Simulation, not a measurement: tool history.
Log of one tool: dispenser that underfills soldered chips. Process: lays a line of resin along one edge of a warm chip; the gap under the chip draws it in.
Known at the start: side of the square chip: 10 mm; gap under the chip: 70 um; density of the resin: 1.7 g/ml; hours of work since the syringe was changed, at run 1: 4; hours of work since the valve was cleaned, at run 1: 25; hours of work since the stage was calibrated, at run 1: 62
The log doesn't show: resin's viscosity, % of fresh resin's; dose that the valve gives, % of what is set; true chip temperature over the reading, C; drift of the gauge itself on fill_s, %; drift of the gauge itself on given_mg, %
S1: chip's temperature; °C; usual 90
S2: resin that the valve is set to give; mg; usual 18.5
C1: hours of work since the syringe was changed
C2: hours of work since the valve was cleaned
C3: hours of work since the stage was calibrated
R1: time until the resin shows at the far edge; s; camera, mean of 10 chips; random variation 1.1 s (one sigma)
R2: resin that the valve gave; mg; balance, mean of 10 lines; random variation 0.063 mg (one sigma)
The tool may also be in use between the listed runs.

| run | hour | S1 | S2 | C1 | C2 | C3 | R1 | R2 |
|---|---|---|---|---|---|---|---|---|
| 1 | 0 | 90 | 18.5 | 4 | 25 | 62 | 150.4 | 18.13 |
|  | 4.3 | new syringe of resin |
| 2 | 6.3 | 90 | 18.5 | 1 | 30 | 66 | 127.8 | 18.23 |
|  | 14.2 | new syringe of resin |
| 3 | 17.3 | 95 | 18.5 | 2 | 37 | 74 | 111.2 | 18.19 |
|  | 24 | new syringe of resin |
| 4 | 24.5 | 90 | 18.5 | 0 | 42 | 79 | 113.7 | 18.14 |
| 5 | 32.2 | 95 | 18.5 | 6 | 48 | 85 | 139.1 | 18.2 |
|  | 33.3 | new syringe of resin |
| 6 | 37.2 | 95 | 18.5 | 3 | 51 | 88 | 115.1 | 18.08 |
|  | 42.9 | new syringe of resin |
| 7 | 45.8 | 95 | 18.5 | 2 | 57 | 94 | 108.7 | 17.99 |
| 8 | 50.3 | 90 | 23.1 | 5 | 61 | 97 | 161.5 | 22.56 |
|  | 52.6 | new syringe of resin |
| 9 | 57 | 90 | 23.1 | 3 | 65 | 102 | 141.6 | 22.42 |
|  | 62.3 | new syringe of resin |
| 10 | 66.5 | 90 | 23.1 | 3 | 72 | 109 | 135.4 | 22.37 |
|  | 72.4 | new syringe of resin |
| 11 | 76 | 90 | 23.1 | 3 | 79 | 115 | 135.7 | 22.33 |
|  | 81.8 | new syringe of resin |
| 12 | 81.8 | 90 | 23.1 | 0 | 83 | 119 | 109.6 | 22.34 |
|  | 87.8 | dispensing valve cleaned and set on the balance |
| 13 | 90.1 | 90 | 23.1 | 5 | 2 | 125 | 156.5 | 22.97 |
|  | 92.1 | new syringe of resin |
| 14 | 100.3 | 90 | 23.1 | 6 | 9 | 132 | 169.1 | 22.87 |
|  | 101.6 | new syringe of resin |
| 15 | 107.2 | 90 | 23.1 | 4 | 14 | 137 | 146.8 | 23.03 |
|  | 111.4 | new syringe of resin |
| 16 | 114.8 | 90 | 18.5 | 2 | 19 | 142 | 136.1 | 18.25 |
|  | 121.4 | new syringe of resin |
| 17 | 123.3 | 90 | 18.5 | 1 | 25 | 148 | 130.2 | 18.3 |
|  | 131.1 | new syringe of resin |
| 18 | 133.5 | 90 | 20.7 | 2 | 32 | 155 | 127.8 | 20.36 |
| 19 | 139.4 | 95 | 21.9 | 6 | 36 | 159 | 141 | 21.42 |
|  | 140.6 | new syringe of resin |
| 20 | 146.9 | 87 | 16.6 | 5 | 42 | 165 | 175.7 | 16.25 |
|  | 149.9 | new syringe of resin |
| 21 | 157.8 | 84 | 23.7 | 6 | 49 | 172 | 204.3 | 23.05 |
|  | 159.7 | new syringe of resin |
| 22 | 167.8 | 96 | 16.5 | 6 | 56 | 179 | 140.9 | 15.98 |
|  | 169.2 | new syringe of resin |
| 23 | 173.2 | 96 | 16.5 | 3 | 60 | 183 | 117.2 | 16.02 |
|  | 178.7 | new syringe of resin |
| 24 | 182.4 | 76 | 17.6 | 3 | 67 | 189 | 234.9 | 17.05 |
|  | 188.5 | new syringe of resin |
| 25 | 192.7 | 78 | 22.5 | 3 | 74 | 197 | 219 | 21.58 |
|  | 197.8 | new syringe of resin |
| 26 | 202.4 | 104 | 18.5 | 3 | 81 | 204 | 90.1 | 17.79 |
|  | 207.3 | new syringe of resin |
|  | 211.3 | dispensing valve cleaned and set on the balance |
| 27 | 212.5 | 99 | 16 | 3 | 1 | 210 | 106.1 | 15.95 |
|  | 217.7 | new syringe of resin |
| 28 | 223.4 | 99 | 16 | 4 | 9 | 218 | 114.1 | 15.92 |
|  | 227.4 | new syringe of resin |
| 29 | 230.6 | 92 | 15.9 | 2 | 14 | 223 | 130.9 | 15.75 |
|  | 236.7 | new syringe of resin |
| 30 | 240.6 | 90 | 18.5 | 3 | 21 | 230 | 139.5 | 18.38 |
|  | 246.2 | new syringe of resin |
| 31 | 246.4 | 98 | 18.8 | 0 | 25 | 234 | 88.5 | 18.66 |
| 32 | 252.7 | 91 | 16 | 5 | 29 | 238 | 157.6 | 15.78 |
|  | 256 | new syringe of resin |
| 33 | 261.5 | 91 | 16 | 4 | 35 | 244 | 151.3 | 15.76 |

Hidden state or all else? Some run-to-run changes of R1, split into what the settings, what came in and random variation would give without the hidden state, and what is left for the hidden state (with any gauge scatter that isn't in both results):
Run 4 -> 5: S1 90 -> 95. R1 +25.4 s: hidden state +43.4, all else -18.
Run 12 -> 13: dispensing valve cleaned and set on the balance. R1 +46.9 s: hidden state +47.4, all else -0.5.
Run 23 -> 24: S1 96 -> 76, S2 16.5 -> 17.6, new syringe of resin. R1 +117.7 s: hidden state +23.1, all else +94.6.
Run 25 -> 26: S1 78 -> 104, S2 22.5 -> 18.5, new syringe of resin. R1 -128.9 s: hidden state -28.1, all else -100.8.
Run 31 -> 32: S1 98 -> 91, S2 18.8 -> 16. R1 +69.1 s: hidden state +43.6, all else +25.5.
